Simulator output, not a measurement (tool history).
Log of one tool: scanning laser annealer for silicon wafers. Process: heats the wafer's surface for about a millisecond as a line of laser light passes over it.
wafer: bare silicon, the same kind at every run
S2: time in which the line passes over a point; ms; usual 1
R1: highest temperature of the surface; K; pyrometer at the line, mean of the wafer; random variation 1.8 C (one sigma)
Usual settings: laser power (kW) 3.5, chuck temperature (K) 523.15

run 1 hour=0 | laser_power_(kW)=3.5 S2=1 chuck_temperature_(K)=523.15 | R1=1288.15
run 2 hour=43.5 | laser_power_(kW)=3.5 S2=1 chuck_temperature_(K)=523.15 | R1=1288.15
run 3 hour=100.5 | laser_power_(kW)=3.5 S2=1 chuck_temperature_(K)=517.15 | R1=1277.15
run 4 hour=143.1 | laser_power_(kW)=3.5 S2=1 chuck_temperature_(K)=517.15 | R1=1275.15
run 5 hour=209 | laser_power_(kW)=3.5 S2=1 chuck_temperature_(K)=549.15 | R1=1304.15
run 6 hour=263.7 | laser_power_(kW)=3.5 S2=1 chuck_temperature_(K)=549.15 | R1=1297.15
run 7 hour=305.5 | laser_power_(kW)=3.5 S2=1 chuck_temperature_(K)=549.15 | R1=1295.15
run 8 hour=343.3 | laser_power_(kW)=3.5 S2=1 chuck_temperature_(K)=523.15 | R1=1270.15
run 9 hour=378.8 | laser_power_(kW)=3.5 S2=1 chuck_temperature_(K)=523.15 | R1=1270.15
run 10 hour=444.9 | laser_power_(kW)=3.5 S2=1 chuck_temperature_(K)=523.15 | R1=1265.15
run 11 hour=488.2 | laser_power_(kW)=3.5 S2=1 chuck_temperature_(K)=529.15 | R1=1271.15
run 12 hour=538 | laser_power_(kW)=3.375 S2=1.22 chuck_temperature_(K)=497.15 | R1=1279.15
run 13 hour=603.4 | laser_power_(kW)=3.375 S2=1.22 chuck_temperature_(K)=497.15 | R1=1275.15
run 14 hour=651.5 | laser_power_(kW)=3.167 S2=0.8 chuck_temperature_(K)=527.15 | R1=1105.15
run 15 hour=703.4 | laser_power_(kW)=3.104 S2=1 chuck_temperature_(K)=523.15 | R1=1155.15

Forecast each of these 4 alternatives for the next run:
run A hour=743.2 | laser_power_(kW)=3.179 S2=0.73 chuck_temperature_(K)=548.15 | R1=?
run B hour=743.2 | laser_power_(kW)=3.185 S2=1 chuck_temperature_(K)=541.15 | R1=?
run C hour=743.2 | laser_power_(kW)=3.731 S2=0.97 chuck_temperature_(K)=517.15 | R1=?
run D hour=743.2 | laser_power_(kW)=3.648 S2=1 chuck_temperature_(K)=540.15 | R1=?

run=A R1=1098.15
run=B R1=1191.15
run=C R1=1293.15
run=D R1=1307.15
Without the tool's hidden state the same runs would have given:
run=A R1=1147.15
run=B R1=1248.15
run=C R1=1361.15
run=D R1=1374.15
